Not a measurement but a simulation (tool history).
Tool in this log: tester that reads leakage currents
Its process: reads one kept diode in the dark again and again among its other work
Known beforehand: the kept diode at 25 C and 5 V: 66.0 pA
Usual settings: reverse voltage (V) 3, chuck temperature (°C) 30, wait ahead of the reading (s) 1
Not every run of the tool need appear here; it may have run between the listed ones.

run	hour	reverse voltage (V)	chuck temperature (°C)	wait ahead of the reading (s)	current that the tester gives (pA)
1	0	3	30	1	76.14
2	155.1	3	30	1	75.79
# hour 223.4: chuck's temperature calibrated
3	324.5	3	22	1	39.08
4	516.2	3	22	1	39.09
5	651.7	3	30	1	76
6	805.4	3	44	1	225.4
7	919	3	44	1	225.75
8	1112.4	3	30	1	75.76
9	1236.8	3	30	1	76
10	1342.4	3	30	1	76.39
11	1468.4	3	30	1	75.95
12	1586.1	3	30	1	75.58
13	1734	3	30	1	76.03
14	1870.3	3	45	1	244.31
15	1975.9	3	45	1	243.78
16	2131.3	3	23	1	42.46
17	2280	3	30	2.23	76.01
# hour 2394.1: tester calibrated
18	2457	3	48	1	303.46
# hour 2547: probe card cleaned and baked
19	2620	3	48	1	303.66
20	2735.1	3	30	1	76.43
21	2838.5	4.61	24	1	58.83
22	2999.9	4.61	24	1	58.95
# hour 3084.6: chuck's temperature calibrated
23	3125	3.27	30	0.65	80.14
24	3316.6	7.52	39	0.65	259.09
25	3463.3	6.2	39	0.67	232.5
26	3628	1.58	39	0.71	108.36
27	3750.6	1.58	58	2.07	431.31
28	3868.9	1.58	58	2.07	431.45
29	4040.9	1.58	58	2.07	430.01
30	4132	1.2	34	3.07	62.96
31	4315.7	2.29	48	1	262.02
32	4413.5	2.29	48	1	260.84
33	4503.1	1.23	39	1.01	94.68
34	4628.3	16.58	51	1.13	972.3
35	4729.5	4.96	30	3.08	100.32
36	4863.9	2.3	30	0.85	65.64
37	4954.1	3	55	0.52	499.55
38	5091.4	1.77	30	0.52	56.99
# hour 5185.1: probe card cleaned and baked
39	5286.6	8.14	30	0.37	135.29

Forecast each of these 5 alternatives for the next run:
A	5462.4	1.49	22	0.48	?
B	5462.4	8.14	30	2.26	?
C	5462.4	12.14	40	1	?
D	5462.4	4.27	32	1	?
E	5462.4	1.63	52	9.23	?

run	current that the tester gives (pA)
A	26.75
B	131.77
C	362.86
D	108.63
E	288.04
Without the tool's hidden state the same runs would have given:
run	current that the tester gives (pA)
A	26.74
B	131.71
C	362.7
D	108.58
E	287.93

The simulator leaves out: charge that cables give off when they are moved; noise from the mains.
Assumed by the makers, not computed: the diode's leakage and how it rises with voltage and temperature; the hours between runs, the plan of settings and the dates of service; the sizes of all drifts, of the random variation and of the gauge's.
